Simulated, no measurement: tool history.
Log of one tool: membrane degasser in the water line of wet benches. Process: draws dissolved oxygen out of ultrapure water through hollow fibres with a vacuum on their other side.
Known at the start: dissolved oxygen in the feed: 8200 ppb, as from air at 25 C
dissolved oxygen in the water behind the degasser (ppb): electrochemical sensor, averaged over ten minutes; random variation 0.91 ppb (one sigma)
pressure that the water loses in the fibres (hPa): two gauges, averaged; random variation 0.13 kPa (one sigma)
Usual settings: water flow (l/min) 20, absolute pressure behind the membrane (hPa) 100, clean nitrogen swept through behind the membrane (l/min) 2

| run | hour | water flow (l/min) | absolute pressure behind the membrane (hPa) | clean nitrogen swept through behind the membrane (l/min) | dissolved oxygen in the water behind the degasser (ppb) | pressure that the water loses in the fibres (hPa) |
|---|---|---|---|---|---|---|
| 1 | 0 | 20 | 100 | 2 | 197.7 | 464.2 |
| 2 | 224.2 | 20 | 100 | 2 | 198 | 466.6 |
| 3 | 461.1 | 20 | 100 | 2 | 199.5 | 468.9 |
| 4 | 627.9 | 20 | 100 | 1.77 | 217.6 | 463.8 |
| 5 | 740.4 | 17 | 100 | 2 | 161.4 | 395.7 |
| 6 | 927.1 | 25 | 100 | 2 | 266.8 | 585.1 |
|  | 986.7 | seals of the vacuum lines changed |
| 7 | 1193.3 | 20 | 100 | 2 | 198.4 | 466.4 |
| 8 | 1310 | 20 | 219 | 2 | 462.3 | 469 |
| 9 | 1477.9 | 20 | 100 | 2 | 198.3 | 468 |
| 10 | 1588.7 | 20 | 100 | 2 | 197.7 | 469.5 |
| 11 | 1723.7 | 20 | 100 | 2 | 199.5 | 469.2 |
| 12 | 1884.5 | 20 | 100 | 2 | 199.5 | 466.5 |
| 13 | 2000.1 | 20 | 100 | 0.83 | 387.5 | 469 |
| 14 | 2198.8 | 20 | 100 | 2 | 201.4 | 466.7 |
| 15 | 2364.7 | 20 | 100 | 2 | 200.5 | 471.8 |
| 16 | 2549.6 | 20 | 100 | 2 | 200.6 | 470.2 |
| 17 | 2782.2 | 20 | 100 | 2 | 201.6 | 469.3 |
| 18 | 2917 | 29 | 100 | 2.93 | 266.1 | 682.4 |
| 19 | 3187.2 | 28 | 100 | 1.38 | 401.2 | 659.8 |
| 20 | 3424.3 | 22 | 212 | 2 | 495.3 | 515.4 |
| 21 | 3671 | 22 | 212 | 2 | 496.2 | 517.5 |
| 22 | 3901.8 | 22 | 225 | 3.77 | 319 | 516.5 |
| 23 | 4053.7 | 22 | 225 | 3.77 | 315.7 | 517.7 |
| 24 | 4303 | 12 | 94 | 2 | 100.5 | 284.6 |
|  | 4348.2 | vacuum gauge calibrated |
| 25 | 4482.5 | 20 | 100 | 5.99 | 93.2 | 473.8 |
| 26 | 4666.6 | 23 | 132 | 3.98 | 196 | 543.8 |
| 27 | 4906.4 | 13 | 115 | 0.81 | 301.5 | 307.3 |
| 28 | 5121.2 | 22 | 115 | 3.4 | 177.8 | 520.1 |
| 29 | 5260.1 | 24 | 143 | 4.23 | 215.6 | 568.4 |
| 30 | 5418.2 | 24 | 143 | 4.23 | 216.1 | 566.4 |
| 31 | 5639.7 | 26 | 143 | 1.39 | 521.9 | 615.7 |
| 32 | 5825.2 | 26 | 194 | 3 | 400.6 | 617.3 |
| 33 | 6017.2 | 31 | 186 | 1.16 | 923.3 | 734.1 |

Forecast each of these 3 alternatives for the next run:
| A | 6254 | 20 | 113 | 2 | ? | ? |
| B | 6254 | 17 | 105 | 2.03 | ? | ? |
| C | 6254 | 31 | 186 | 2.24 | ? | ? |

| run | dissolved oxygen in the water behind the degasser (ppb) | pressure that the water loses in the fibres (hPa) |
|---|---|---|
| A | 227.9 | 473.9 |
| B | 168.2 | 402.4 |
| C | 584.7 | 738.7 |
Without the tool's hidden state the same runs would have given:
| run | dissolved oxygen in the water behind the degasser (ppb) | pressure that the water loses in the fibres (hPa) |
|---|---|---|
| A | 216.5 | 450.8 |
| B | 160.3 | 382.7 |
| C | 559.3 | 702.7 |
